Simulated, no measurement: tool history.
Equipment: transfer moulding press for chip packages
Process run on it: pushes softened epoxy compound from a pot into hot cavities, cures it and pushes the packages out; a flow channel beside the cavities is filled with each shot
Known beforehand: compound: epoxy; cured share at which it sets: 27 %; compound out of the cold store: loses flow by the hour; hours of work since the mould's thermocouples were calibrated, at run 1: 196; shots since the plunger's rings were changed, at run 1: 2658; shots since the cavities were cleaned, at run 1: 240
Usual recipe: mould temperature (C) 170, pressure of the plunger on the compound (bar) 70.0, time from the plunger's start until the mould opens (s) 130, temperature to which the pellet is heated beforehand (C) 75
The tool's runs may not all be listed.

run,hour,mould temperature (C),pressure of the plunger on the compound (bar),time from the plunger's start until the mould opens (s),temperature to which the pellet is heated beforehand (C),hours of work since the mould's thermocouples were calibrated,shots since the plunger's rings were changed,shots since the cavities were cleaned,incoming compound's hours out of the cold store,length that the compound runs in the flow channel (mm),greatest force on the pins that push the packages out (N)
1,0.0,170,70.0,130,75,196,2658,240,40.5,625,247
2,11.6,170,70.0,130,81,202,2743,325,16.0,726,255
3,19.0,164,70.0,130,75,206,2796,378,18.6,725,366
# hour 29.4: cavities cleaned with cleaning compound and waxed
4,33.4,164,70.0,130,75,213,2890,29,16.3,736,367
5,46.6,170,70.0,130,85,220,2987,126,11.8,746,256
6,56.0,170,70.0,130,71,225,3055,194,14.6,734,266
7,68.3,170,70.0,130,75,232,3145,284,44.3,608,247
8,81.8,170,70.0,130,78,239,3243,382,46.6,598,237
# hour 91.9: cavities cleaned with cleaning compound and waxed
9,94.2,170,70.0,130,78,245,3323,17,36.7,636,242
10,103.5,170,70.0,141,75,250,3390,84,9.0,761,240
11,113.5,170,70.0,141,75,255,3463,157,8.2,764,242
12,127.5,170,70.0,141,75,263,3565,259,36.6,637,234
13,139.5,170,70.0,141,75,269,3653,347,42.3,614,227
14,150.5,170,70.0,141,75,275,3732,426,33.5,649,235
# hour 154.2: cavities cleaned with cleaning compound and waxed
15,158.8,170,70.0,130,75,279,3782,33,15.1,731,262
16,165.6,170,70.0,130,80,282,3832,83,40.4,622,251
17,177.2,170,70.0,130,80,289,3916,167,14.4,736,263
18,188.7,170,70.0,130,80,295,4000,251,35.5,642,248
19,198.1,170,70.0,130,80,300,4068,319,19.7,709,256
20,205.8,165,52.2,160,65,304,4125,376,23.0,605,242
21,211.8,175,57.3,155,66,307,4168,419,18.8,640,209
# hour 217.1: cavities cleaned with cleaning compound and waxed
22,226.3,164,70.0,133,75,314,4263,67,44.5,613,315
23,232.2,168,70.0,169,75,317,4306,110,41.6,618,213
24,241.7,170,53.0,130,75,322,4375,179,24.5,599,257
25,250.6,177,53.0,130,75,327,4440,244,11.9,639,218
26,262.4,170,70.0,127,75,333,4526,330,24.4,688,264
27,272.6,170,70.0,127,75,339,4600,404,36.9,636,255
# hour 279.6: cavities cleaned with cleaning compound and waxed
28,286.4,178,70.0,127,75,346,4689,49,39.4,618,212
29,298.2,178,70.0,127,75,352,4776,136,24.6,675,216
30,306.5,178,66.0,127,65,356,4837,197,23.8,659,220

What if the next run were any one of these 3? Each begins from the tool's condition after run 30:
A,317.0,170,73.5,113,76,362,4913,273,16.8,?,?
B,317.0,177,66.0,154,78,362,4913,273,42.0,?,?
C,317.0,175,70.0,130,75,362,4913,273,40.6,?,?

run,length that the compound runs in the flow channel (mm),greatest force on the pins that push the packages out (N)
A,740,337
B,590,204
C,616,216
What these runs would have given with no unlogged condition in the tool:
run,length that the compound runs in the flow channel (mm),greatest force on the pins that push the packages out (N)
A,742,334
B,591,202
C,616,215
